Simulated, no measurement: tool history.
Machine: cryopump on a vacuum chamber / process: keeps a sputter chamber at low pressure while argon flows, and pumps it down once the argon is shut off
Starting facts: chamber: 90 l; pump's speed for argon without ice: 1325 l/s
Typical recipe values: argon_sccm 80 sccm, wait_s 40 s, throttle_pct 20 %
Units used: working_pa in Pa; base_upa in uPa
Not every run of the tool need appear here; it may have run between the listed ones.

run,hour,argon_sccm,wait_s,throttle_pct,working_pa,base_upa
1,0.0,80,40,20,0.5213,1.45
2,38.6,80,209,20,0.5220,0.85
3,61.4,142,40,20,0.9262,1.47
4,77.8,80,40,20,0.5223,1.48
5,95.5,80,40,20,0.5275,1.52
6,113.9,80,40,20,0.5235,1.49
7,140.3,80,40,20,0.5265,1.58
8,178.6,80,40,20,0.5270,1.63
9,206.8,80,40,24,0.4451,1.64
10,237.7,80,287,20,0.5282,1.01
11,269.2,80,40,20,0.5313,1.66
12,301.8,80,40,20,0.5309,1.80
13,327.6,80,40,20,0.5352,1.81
14,345.8,80,40,20,0.5316,1.74
15,372.6,80,40,20,0.5318,1.79
16,405.9,119,40,20,0.7982,1.84
17,431.0,80,261,20,0.5356,1.23
18,448.6,80,261,20,0.5356,1.23
19,475.5,80,261,20,0.5372,1.25
20,511.8,52,170,34,0.2140,1.34
21,548.7,52,170,34,0.2149,1.42
22,573.9,95,40,20,0.6404,2.06
23,604.7,72,39,20,0.4905,2.15
24,629.6,80,215,20,0.5416,1.47
25,667.0,80,215,20,0.5510,1.53
26,695.3,93,23,16,0.7820,2.77
27,730.9,33,23,16,0.2802,2.88
28,748.2,33,26,27,0.1723,2.70

What if the next run were any one of these 4? Each begins from the tool's condition after run 28:
A,787.0,33,26,29,?,?
B,787.0,72,40,25,?,?
C,787.0,33,21,27,?,?
D,787.0,33,26,44,?,?

run,working_pa,base_upa
A,0.1625,2.75
B,0.4021,2.29
C,0.1714,3.06
D,0.1119,2.65
Without the tool's unlogged condition, the same runs would have read:
run,working_pa,base_upa
A,0.1458,1.43
B,0.3660,0.98
C,0.1549,1.73
D,0.0953,1.35
